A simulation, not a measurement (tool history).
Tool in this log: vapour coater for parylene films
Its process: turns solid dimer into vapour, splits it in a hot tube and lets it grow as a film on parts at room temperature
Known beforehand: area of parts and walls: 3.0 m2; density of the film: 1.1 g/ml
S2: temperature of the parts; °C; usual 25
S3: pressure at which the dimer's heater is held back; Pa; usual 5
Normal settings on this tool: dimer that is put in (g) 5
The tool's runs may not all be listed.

run 1 hour=0 | dimer_that_is_put_in_(g)=5 S2=25 S3=5 | thickness_of_the_film_(nm)=950
run 2 hour=9.2 | dimer_that_is_put_in_(g)=5 S2=25 S3=5 | thickness_of_the_film_(nm)=950
run 3 hour=17.7 | dimer_that_is_put_in_(g)=5 S2=25 S3=5 | thickness_of_the_film_(nm)=940
run 4 hour=33.2 | dimer_that_is_put_in_(g)=5 S2=25 S3=5 | thickness_of_the_film_(nm)=940
run 5 hour=42.9 | dimer_that_is_put_in_(g)=5 S2=25 S3=2.35 | thickness_of_the_film_(nm)=1010
run 6 hour=56.6 | dimer_that_is_put_in_(g)=5 S2=25 S3=2.35 | thickness_of_the_film_(nm)=1040
run 7 hour=68.8 | dimer_that_is_put_in_(g)=5 S2=25 S3=2.35 | thickness_of_the_film_(nm)=1040
run 8 hour=83.5 | dimer_that_is_put_in_(g)=5 S2=25 S3=2.35 | thickness_of_the_film_(nm)=1030
run 9 hour=96 | dimer_that_is_put_in_(g)=5 S2=25 S3=2.35 | thickness_of_the_film_(nm)=1030
run 10 hour=113.6 | dimer_that_is_put_in_(g)=5 S2=25 S3=2.35 | thickness_of_the_film_(nm)=1030
run 11 hour=123.2 | dimer_that_is_put_in_(g)=5 S2=25 S3=2.35 | thickness_of_the_film_(nm)=1040
run 12 hour=140.8 | dimer_that_is_put_in_(g)=5 S2=25 S3=5 | thickness_of_the_film_(nm)=960
run 13 hour=151.9 | dimer_that_is_put_in_(g)=5 S2=25 S3=5 | thickness_of_the_film_(nm)=940
run 14 hour=161.2 | dimer_that_is_put_in_(g)=5 S2=25 S3=5 | thickness_of_the_film_(nm)=950
run 15 hour=171.6 | dimer_that_is_put_in_(g)=2 S2=25 S3=5 | thickness_of_the_film_(nm)=370
run 16 hour=179.8 | dimer_that_is_put_in_(g)=2 S2=25 S3=5 | thickness_of_the_film_(nm)=380
run 17 hour=196.7 | dimer_that_is_put_in_(g)=2 S2=25 S3=5 | thickness_of_the_film_(nm)=380
run 18 hour=205.7 | dimer_that_is_put_in_(g)=2 S2=25 S3=5 | thickness_of_the_film_(nm)=370
run 19 hour=223.8 | dimer_that_is_put_in_(g)=2 S2=25 S3=5 | thickness_of_the_film_(nm)=370
run 20 hour=234 | dimer_that_is_put_in_(g)=2 S2=25 S3=5 | thickness_of_the_film_(nm)=370
run 21 hour=243.5 | dimer_that_is_put_in_(g)=2 S2=25 S3=5 | thickness_of_the_film_(nm)=380
run 22 hour=256.9 | dimer_that_is_put_in_(g)=5 S2=25 S3=5 | thickness_of_the_film_(nm)=950
-- hour=271.9 trap's valve overhauled
run 23 hour=276.9 | dimer_that_is_put_in_(g)=3 S2=25 S3=5 | thickness_of_the_film_(nm)=570
run 24 hour=288.6 | dimer_that_is_put_in_(g)=4 S2=27 S3=6.08 | thickness_of_the_film_(nm)=730
run 25 hour=298.1 | dimer_that_is_put_in_(g)=4 S2=27 S3=6.08 | thickness_of_the_film_(nm)=720
run 26 hour=310.4 | dimer_that_is_put_in_(g)=2 S2=25 S3=4.56 | thickness_of_the_film_(nm)=380
run 27 hour=318.3 | dimer_that_is_put_in_(g)=2 S2=24 S3=4.56 | thickness_of_the_film_(nm)=380
run 28 hour=333.1 | dimer_that_is_put_in_(g)=2 S2=35 S3=4.56 | thickness_of_the_film_(nm)=320
run 29 hour=347.7 | dimer_that_is_put_in_(g)=2 S2=34 S3=7.13 | thickness_of_the_film_(nm)=290
run 30 hour=360.7 | dimer_that_is_put_in_(g)=4 S2=28 S3=2.13 | thickness_of_the_film_(nm)=800
run 31 hour=375.2 | dimer_that_is_put_in_(g)=3 S2=33 S3=2.13 | thickness_of_the_film_(nm)=560
run 32 hour=384.9 | dimer_that_is_put_in_(g)=3 S2=33 S3=2.13 | thickness_of_the_film_(nm)=550
run 33 hour=394.6 | dimer_that_is_put_in_(g)=3 S2=33 S3=8.69 | thickness_of_the_film_(nm)=470
run 34 hour=406.3 | dimer_that_is_put_in_(g)=3 S2=33 S3=2.79 | thickness_of_the_film_(nm)=530
run 35 hour=424.9 | dimer_that_is_put_in_(g)=7 S2=20 S3=3.47 | thickness_of_the_film_(nm)=1510
run 36 hour=442.7 | dimer_that_is_put_in_(g)=5 S2=34 S3=6.67 | thickness_of_the_film_(nm)=800
run 37 hour=456.3 | dimer_that_is_put_in_(g)=5 S2=25 S3=5.01 | thickness_of_the_film_(nm)=950
run 38 hour=469.1 | dimer_that_is_put_in_(g)=5 S2=25 S3=5.01 | thickness_of_the_film_(nm)=940
run 39 hour=486.7 | dimer_that_is_put_in_(g)=5 S2=37 S3=4.72 | thickness_of_the_film_(nm)=770
run 40 hour=495.7 | dimer_that_is_put_in_(g)=5 S2=18 S3=3.18 | thickness_of_the_film_(nm)=1160
run 41 hour=512.4 | dimer_that_is_put_in_(g)=5 S2=22 S3=5.04 | thickness_of_the_film_(nm)=1000
run 42 hour=530.1 | dimer_that_is_put_in_(g)=6 S2=25 S3=5 | thickness_of_the_film_(nm)=1140
run 43 hour=538.1 | dimer_that_is_put_in_(g)=6 S2=25 S3=3.74 | thickness_of_the_film_(nm)=1180
run 44 hour=551.1 | dimer_that_is_put_in_(g)=7 S2=22 S3=3.74 | thickness_of_the_film_(nm)=1440
run 45 hour=560.9 | dimer_that_is_put_in_(g)=4 S2=18 S3=5 | thickness_of_the_film_(nm)=850
run 46 hour=571.5 | dimer_that_is_put_in_(g)=3 S2=34 S3=3.05 | thickness_of_the_film_(nm)=520

Alternative continuations, all from the tool just after run 46; predict every row:
run A hour=583.5 | dimer_that_is_put_in_(g)=4 S2=25 S3=5 | thickness_of_the_film_(nm)=?
run B hour=583.5 | dimer_that_is_put_in_(g)=2 S2=24 S3=4 | thickness_of_the_film_(nm)=?
run C hour=583.5 | dimer_that_is_put_in_(g)=2 S2=18 S3=3.05 | thickness_of_the_film_(nm)=?

run=A thickness_of_the_film_(nm)=760
run=B thickness_of_the_film_(nm)=380
run=C thickness_of_the_film_(nm)=460
Stripped of hidden state, with their random variation kept, the same runs would have yielded:
run=A thickness_of_the_film_(nm)=760
run=B thickness_of_the_film_(nm)=380
run=C thickness_of_the_film_(nm)=460
